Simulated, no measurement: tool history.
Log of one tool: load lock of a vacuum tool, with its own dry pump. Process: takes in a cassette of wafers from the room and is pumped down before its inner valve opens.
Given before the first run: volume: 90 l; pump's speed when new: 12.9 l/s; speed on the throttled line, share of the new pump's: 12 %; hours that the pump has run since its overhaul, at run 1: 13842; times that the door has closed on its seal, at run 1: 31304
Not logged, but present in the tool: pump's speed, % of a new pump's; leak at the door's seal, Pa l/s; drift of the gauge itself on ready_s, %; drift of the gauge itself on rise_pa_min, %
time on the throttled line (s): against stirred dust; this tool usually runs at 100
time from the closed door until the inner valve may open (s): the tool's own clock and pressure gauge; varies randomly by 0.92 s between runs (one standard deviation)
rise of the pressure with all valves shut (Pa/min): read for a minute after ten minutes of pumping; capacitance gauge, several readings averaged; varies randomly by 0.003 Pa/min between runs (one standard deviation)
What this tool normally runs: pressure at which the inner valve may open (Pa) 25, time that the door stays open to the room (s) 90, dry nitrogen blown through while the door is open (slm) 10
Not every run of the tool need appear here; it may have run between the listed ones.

| run | day | time on the throttled line (s) | pressure at which the inner valve may open (Pa) | time that the door stays open to the room (s) | dry nitrogen blown through while the door is open (slm) | hours that the pump has run since its overhaul | times that the door has closed on its seal | incoming humidity of the room's air, % | time from the closed door until the inner valve may open (s) | rise of the pressure with all valves shut (Pa/min) |
|---|---|---|---|---|---|---|---|---|---|---|
| 1 | 0.000 | 100 | 25 | 90 | 10 | 13842 | 31304 | 49.7 | 155.4 | 0.315 |
| 2 | 20.154 | 100 | 25 | 90 | 10 | 14326 | 31911 | 45.3 | 154.9 | 0.332 |
| 3 | 45.312 | 100 | 25 | 90 | 10 | 14930 | 32669 | 44.7 | 155.6 | 0.332 |
| 4 | 61.425 | 100 | 25 | 90 | 10 | 15316 | 33154 | 48.8 | 156.1 | 0.347 |
|  | 83.542 | dry pump taken out, an overhauled one fitted |
| 5 | 83.542 | 100 | 25 | 90 | 5 | 0 | 33813 | 47.3 | 145.5 | 0.370 |
| 6 | 100.683 | 100 | 25 | 90 | 34 | 411 | 34329 | 41.2 | 145.7 | 0.334 |
| 7 | 120.825 | 100 | 25 | 90 | 34 | 895 | 34936 | 44.1 | 146.8 | 0.335 |
| 8 | 146.442 | 100 | 25 | 90 | 10 | 1510 | 35707 | 45.8 | 145.4 | 0.391 |
| 9 | 161.125 | 100 | 25 | 90 | 24 | 1862 | 36149 | 46.1 | 146.3 | 0.372 |
| 10 | 183.296 | 100 | 25 | 90 | 10 | 2394 | 36817 | 44.8 | 146.7 | 0.390 |
| 11 | 205.112 | 100 | 25 | 90 | 10 | 2918 | 37474 | 44.1 | 147.5 | 0.403 |
| 12 | 222.712 | 100 | 25 | 90 | 10 | 3340 | 38004 | 46.1 | 146.1 | 0.421 |
| 13 | 239.900 | 100 | 25 | 90 | 10 | 3753 | 38522 | 48.3 | 147.5 | 0.435 |
| 14 | 256.925 | 100 | 25 | 90 | 10 | 4161 | 39035 | 46.2 | 148.3 | 0.430 |
| 15 | 278.279 | 100 | 25 | 90 | 10 | 4674 | 39678 | 43.2 | 147.5 | 0.436 |
| 16 | 294.758 | 100 | 25 | 90 | 10 | 5069 | 40174 | 43.7 | 148.3 | 0.452 |
| 17 | 312.575 | 100 | 25 | 90 | 10 | 5497 | 40711 | 48.6 | 149.1 | 0.463 |
| 18 | 326.525 | 100 | 25 | 90 | 10 | 5832 | 41131 | 43.9 | 148.6 | 0.472 |
| 19 | 349.254 | 100 | 25 | 90 | 10 | 6377 | 41816 | 44.6 | 149.2 | 0.470 |
| 20 | 368.238 | 106 | 25 | 74 | 21 | 6833 | 42387 | 42.2 | 155.4 | 0.463 |
| 21 | 392.183 | 106 | 25 | 74 | 21 | 7407 | 43109 | 44.7 | 155.1 | 0.478 |
| 22 | 404.879 | 62 | 35 | 238 | 14 | 7712 | 43491 | 46.0 | 114.5 | 0.541 |
| 23 | 426.062 | 62 | 35 | 238 | 14 | 8220 | 44129 | 47.9 | 114.6 | 0.547 |
| 24 | 451.429 | 112 | 25 | 67 | 10 | 8829 | 44893 | 49.4 | 161.2 | 0.535 |
| 25 | 471.858 | 69 | 20 | 90 | 10 | 9320 | 45508 | 45.6 | 125.7 | 0.547 |
| 26 | 483.712 | 69 | 20 | 90 | 10 | 9604 | 45865 | 44.3 | 126.6 | 0.558 |
| 27 | 499.646 | 72 | 25 | 98 | 5 | 9986 | 46345 | 44.1 | 127.5 | 0.584 |
| 28 | 525.779 | 72 | 25 | 98 | 5 | 10614 | 47132 | 46.4 | 127.0 | 0.595 |
|  | 532.454 | door's seal changed, seat wiped |
| 29 | 545.079 | 72 | 36 | 112 | 40 | 11075 | 381 | 43.3 | 126.3 | 0.025 |
| 30 | 556.188 | 199 | 48 | 158 | 35 | 11342 | 715 | 45.0 | 231.6 | 0.038 |
| 31 | 570.208 | 63 | 49 | 217 | 27 | 11679 | 1137 | 43.4 | 114.8 | 0.047 |
| 32 | 584.679 | 67 | 49 | 97 | 19 | 12026 | 1573 | 47.4 | 121.2 | 0.041 |

Forecast run 33:
| 33 | 595.550 | 87 | 25 | 225 | 41 | 12287 | 1901 | 45.5 | ? | ? |

time from the closed door until the inner valve may open (s): 141.9
rise of the pressure with all valves shut (Pa/min): 0.046
Without the tool's hidden state the same run would have given time from the closed door until the inner valve may open (s) 133.9, rise of the pressure with all valves shut (Pa/min) 0.039.

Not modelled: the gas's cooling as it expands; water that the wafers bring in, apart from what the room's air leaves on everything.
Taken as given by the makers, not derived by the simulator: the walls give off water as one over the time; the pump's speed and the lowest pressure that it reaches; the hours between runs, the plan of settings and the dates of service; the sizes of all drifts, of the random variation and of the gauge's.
